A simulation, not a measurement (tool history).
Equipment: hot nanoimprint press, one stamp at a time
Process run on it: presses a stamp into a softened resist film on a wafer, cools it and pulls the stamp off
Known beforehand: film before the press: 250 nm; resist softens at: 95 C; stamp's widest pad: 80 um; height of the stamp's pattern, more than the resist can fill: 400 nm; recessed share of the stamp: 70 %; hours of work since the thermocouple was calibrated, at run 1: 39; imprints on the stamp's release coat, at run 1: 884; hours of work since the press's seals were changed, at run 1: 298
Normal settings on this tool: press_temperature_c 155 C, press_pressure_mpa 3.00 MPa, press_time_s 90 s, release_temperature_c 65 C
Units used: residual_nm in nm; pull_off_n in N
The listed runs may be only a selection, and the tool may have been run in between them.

run     day  press_temperature_c  press_pressure_mpa  press_time_s  release_temperature_c  hours of work since the thermocouple was calibrated  imprints on the stamp's release coat  hours of work since the press's seals were changed  residual_nm  pull_off_n
  1   0.000                  155                3.00            90                     65                                                   39                                   884                                                 298        113.9         271
  2   1.992                  155                3.00            58                     65                                                   70                                  1052                                                 328        132.1         272
  3   3.517                  155                3.00            90                     65                                                   93                                  1181                                                 352        113.6         277
  4   5.167                  155                3.00            90                     69                                                  118                                  1321                                                 376        113.5         265
      5.833  -- stamp cleaned and given a new release coat
  5   7.738                  155                3.00            90                     69                                                  153                                   161                                                 412        113.6         205
  6  10.004                  155                3.00            90                     69                                                  187                                   353                                                 446        112.7         219
  7  11.083                  155                3.00            90                     69                                                  203                                   444                                                 462        113.0         223
  8  12.675                  155                3.00            90                     69                                                  227                                   578                                                 486        112.6         236
  9  13.875                  155                3.00            90                     69                                                  245                                   680                                                 504        112.1         247
 10  14.858                  155                3.00           103                     65                                                  260                                   763                                                 519        107.0         249
 11  16.200                  155                2.55            90                     65                                                  280                                   877                                                 539        122.1         259
 12  18.446                  155                2.55            90                     65                                                  314                                  1067                                                 573        121.5         255
 13  20.825                  155                2.55            90                     65                                                  350                                  1268                                                 609        120.6         281
     21.258  -- plate thermocouple calibrated
     22.446  -- stamp cleaned and given a new release coat
 14  23.371                  155                2.55            90                     65                                                   28                                    78                                                 642        126.9         211
 15  25.233                  155                2.55            90                     65                                                   56                                   236                                                 670        126.3         220
 16  27.267                  155                1.84            90                     65                                                   87                                   408                                                 701        148.6         222
 17  28.279                  155                1.84            51                     56                                                  102                                   494                                                 716        171.7         240
 18  30.521                  153                1.84            51                     57                                                  136                                   683                                                 750        181.4         252
 19  32.225                  155                3.00            77                     65                                                  162                                   828                                                 776        121.8         249
     33.608  -- press's hydraulic seals changed and the load cell set to zero
 20  34.600                  163                2.01            86                     65                                                  193                                  1000                                                  15         99.3         263
 21  36.396                  155                2.97            83                     65                                                  220                                  1152                                                  42        116.7         282
 22  38.271                  155                2.86            90                     65                                                  248                                  1311                                                  70        115.3         277
     39.167  -- stamp cleaned and given a new release coat
 23  39.792                  154                2.39            98                     53                                                  267                                    53                                                  90        129.3         223
 24  41.954                  145                4.60            98                     53                                                  300                                   236                                                 122        142.7         241
 25  44.208                  145                4.60            98                     53                                                  334                                   427                                                 156        144.2         242
     45.692  -- plate thermocouple calibrated
 26  46.446                  145                4.60            98                     53                                                   11                                   605                                                 188        145.8         259
 27  48.654                  145                4.60            98                     53                                                   45                                   792                                                 222        145.5         274
 28  49.975                  145                4.14            98                     50                                                   65                                   904                                                 242        151.5         290
 29  52.217                  145                4.14            98                     50                                                   99                                  1093                                                 275        150.8         290

Forecast each of these 4 alternatives for the next run:
  A  54.229                  153                4.48            90                     52                                                  129                                  1264                                                 306            ?           ?
  B  54.229                  149                3.00            90                     73                                                  129                                  1264                                                 306            ?           ?
  C  54.229                  145                1.97            98                     63                                                  129                                  1264                                                 306            ?           ?
  D  54.229                  160                3.00            90                     65                                                  129                                  1264                                                 306            ?           ?

run  residual_nm  pull_off_n
  A         99.9         307
  B        149.4         267
  C        197.6         286
  D         89.1         282
With the hidden condition removed and each run's random variation left untouched, the same runs would have given:
run  residual_nm  pull_off_n
  A        101.7         226
  B        152.5         196
  C        200.7         210
  D         90.8         207
